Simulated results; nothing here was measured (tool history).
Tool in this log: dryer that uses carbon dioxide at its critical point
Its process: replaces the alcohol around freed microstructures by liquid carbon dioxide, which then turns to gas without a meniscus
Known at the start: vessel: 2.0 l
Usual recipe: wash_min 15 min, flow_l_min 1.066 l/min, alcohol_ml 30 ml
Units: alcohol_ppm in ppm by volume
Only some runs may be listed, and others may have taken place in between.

run	day	wash_min	flow_l_min	alcohol_ml	alcohol_ppm
1	0.000	15	1.066	30	141
2	0.446	15	1.066	30	146
3	0.746	15	0.890	30	227
4	1.179	15	1.066	30	144
5	1.521	15	1.066	30	139
6	2.054	15	1.066	30	153
7	2.758	18	1.066	30	125
8	3.075	13	1.066	30	212
9	3.517	13	1.066	73	357
10	3.958	15	1.066	30	156
11	4.658	15	1.066	44	175
12	5.225	15	1.066	44	183
13	5.562	15	0.690	30	507
14	6.175	15	0.690	30	509
15	6.508	15	1.066	30	177
16	6.846	15	1.066	30	176
17	7.342	15	1.066	30	172
18	7.754	15	1.066	30	171
19	8.175	15	1.066	30	179
20	8.529	15	1.066	30	172
21	9.175	15	1.066	30	187
22	9.538	15	1.066	30	187
23	10.108	15	1.066	30	186
24	10.733	21	0.910	56	170
25	11.454	21	0.910	56	173
26	12.121	21	0.910	56	168
27	12.712	21	0.910	56	181
# day 13.217: inlet filter changed
28	13.367	21	1.370	22	145
29	13.979	20	1.140	25	142
30	14.442	17	1.066	48	164
31	15.088	15	1.066	21	162
32	15.696	21	0.650	105	465
33	16.017	21	0.650	105	483
34	16.383	15	1.066	26	174
35	17.062	15	1.100	26	170
36	17.367	17	1.060	39	179
37	18.021	17	1.060	39	179
38	18.404	16	1.060	46	191
39	19.121	10	1.410	32	242
40	19.633	10	1.410	32	242
41	19.971	10	1.410	32	240
42	20.292	10	1.410	32	246
43	20.704	11	1.410	32	208
44	21.083	11	1.410	32	213

Forecast each of these 4 alternatives for the next run:
A	21.717	11	1.790	32	?
B	21.717	15	1.410	102	?
C	21.717	19	1.410	35	?
D	21.717	15	0.970	49	?

run	alcohol_ppm
A	179
B	191
C	162
D	281
Had the tool no hidden state, the same runs would have come out as:
run	alcohol_ppm
A	9
B	22
C	3
D	97

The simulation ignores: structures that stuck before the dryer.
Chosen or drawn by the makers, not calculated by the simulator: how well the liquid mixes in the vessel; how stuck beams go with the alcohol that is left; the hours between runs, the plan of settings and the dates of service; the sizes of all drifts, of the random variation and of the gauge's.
